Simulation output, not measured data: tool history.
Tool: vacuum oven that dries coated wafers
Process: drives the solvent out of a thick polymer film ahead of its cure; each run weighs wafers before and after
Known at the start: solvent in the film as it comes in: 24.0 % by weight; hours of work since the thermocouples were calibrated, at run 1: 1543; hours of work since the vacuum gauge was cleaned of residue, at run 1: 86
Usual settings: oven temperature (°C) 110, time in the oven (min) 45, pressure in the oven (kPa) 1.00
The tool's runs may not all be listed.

| run | hour | oven temperature (°C) | time in the oven (min) | pressure in the oven (kPa) | hours of work since the thermocouples were calibrated | hours of work since the vacuum gauge was cleaned of residue | solvent left in the film (%) |
|---|---|---|---|---|---|---|---|
| 1 | 0.0 | 110 | 45 | 1.00 | 1543 | 86 | 5.99 |
| 2 | 37.9 | 110 | 45 | 1.04 | 1564 | 107 | 6.09 |
| 3 | 73.8 | 110 | 55 | 1.00 | 1583 | 127 | 4.67 |
|  | 82.1 | oven's thermocouples calibrated |
| 4 | 117.7 | 110 | 55 | 1.00 | 19 | 150 | 4.01 |
| 5 | 143.8 | 110 | 45 | 1.00 | 34 | 164 | 5.25 |
| 6 | 176.5 | 110 | 45 | 1.00 | 52 | 182 | 5.38 |
| 7 | 203.3 | 110 | 45 | 1.00 | 66 | 196 | 5.24 |
| 8 | 222.0 | 110 | 45 | 0.79 | 76 | 206 | 5.27 |
| 9 | 259.8 | 110 | 45 | 1.00 | 97 | 227 | 5.27 |
| 10 | 298.3 | 110 | 45 | 1.00 | 118 | 248 | 5.39 |
| 11 | 343.3 | 110 | 45 | 1.00 | 142 | 273 | 5.41 |
| 12 | 384.5 | 110 | 60 | 1.00 | 165 | 295 | 3.56 |
| 13 | 408.3 | 110 | 35 | 1.00 | 178 | 308 | 7.14 |
| 14 | 436.8 | 110 | 45 | 0.69 | 193 | 324 | 5.25 |
|  | 442.0 | vacuum gauge cleaned of residue and calibrated |
| 15 | 473.8 | 119 | 45 | 1.00 | 213 | 17 | 2.77 |
| 16 | 515.4 | 112 | 45 | 1.00 | 236 | 40 | 4.70 |
| 17 | 544.1 | 112 | 45 | 1.00 | 251 | 56 | 4.75 |
|  | 555.0 | vacuum gauge cleaned of residue and calibrated, once more |
| 18 | 584.0 | 110 | 41 | 1.00 | 272 | 16 | 6.01 |
| 19 | 613.9 | 110 | 41 | 1.00 | 288 | 32 | 5.97 |
| 20 | 655.4 | 110 | 41 | 1.00 | 311 | 55 | 6.08 |
| 21 | 674.9 | 110 | 41 | 1.00 | 322 | 65 | 5.95 |
| 22 | 698.1 | 110 | 45 | 1.00 | 334 | 78 | 5.40 |
| 23 | 735.8 | 110 | 77 | 1.00 | 355 | 99 | 2.32 |
| 24 | 755.7 | 97 | 45 | 2.26 | 366 | 109 | 10.54 |
| 25 | 774.3 | 116 | 45 | 2.26 | 376 | 120 | 3.96 |
| 26 | 818.3 | 123 | 22 | 3.87 | 400 | 144 | 6.59 |
| 27 | 857.2 | 123 | 22 | 3.87 | 421 | 165 | 6.68 |
| 28 | 889.7 | 96 | 70 | 3.87 | 439 | 183 | 8.70 |
| 29 | 922.5 | 96 | 70 | 3.87 | 457 | 201 | 8.56 |
| 30 | 943.3 | 110 | 45 | 1.94 | 468 | 212 | 5.71 |
| 31 | 977.4 | 110 | 45 | 2.66 | 487 | 230 | 5.97 |
| 32 | 1008.4 | 100 | 59 | 1.00 | 504 | 247 | 7.13 |
| 33 | 1037.2 | 112 | 24 | 2.91 | 519 | 263 | 9.58 |
| 34 | 1061.1 | 110 | 31 | 0.76 | 532 | 276 | 7.99 |
| 35 | 1103.1 | 110 | 31 | 0.76 | 555 | 299 | 8.01 |
| 36 | 1123.5 | 110 | 32 | 2.88 | 567 | 310 | 8.41 |
| 37 | 1146.5 | 104 | 34 | 3.13 | 579 | 323 | 9.97 |
| 38 | 1176.8 | 118 | 25 | 1.66 | 596 | 339 | 6.95 |
| 39 | 1221.0 | 101 | 64 | 0.56 | 620 | 363 | 6.11 |
| 40 | 1245.2 | 112 | 46 | 0.56 | 633 | 377 | 4.57 |
| 41 | 1267.0 | 116 | 45 | 1.65 | 645 | 388 | 3.81 |
| 42 | 1301.5 | 123 | 45 | 1.65 | 664 | 407 | 2.10 |
| 43 | 1339.9 | 114 | 80 | 1.65 | 685 | 428 | 1.69 |
| 44 | 1361.8 | 110 | 45 | 3.54 | 697 | 440 | 6.28 |
| 45 | 1397.5 | 110 | 35 | 2.86 | 716 | 460 | 7.79 |
| 46 | 1435.4 | 110 | 71 | 1.14 | 737 | 480 | 2.81 |

What if the next run were any one of these 5? Each begins from the tool's condition after run 46:
| A | 1478.5 | 110 | 34 | 1.00 | 760 | 504 | ? |
| B | 1478.5 | 110 | 33 | 1.14 | 760 | 504 | ? |
| C | 1478.5 | 99 | 52 | 2.51 | 760 | 504 | ? |
| D | 1478.5 | 102 | 71 | 1.14 | 760 | 504 | ? |
| E | 1478.5 | 119 | 45 | 1.00 | 760 | 504 | ? |

| run | solvent left in the film (%) |
|---|---|
| A | 7.45 |
| B | 7.76 |
| C | 9.03 |
| D | 5.36 |
| E | 2.81 |
With no hidden state in the tool, these same runs would have given:
| run | solvent left in the film (%) |
|---|---|
| A | 7.31 |
| B | 7.61 |
| C | 8.85 |
| D | 5.19 |
| E | 2.70 |
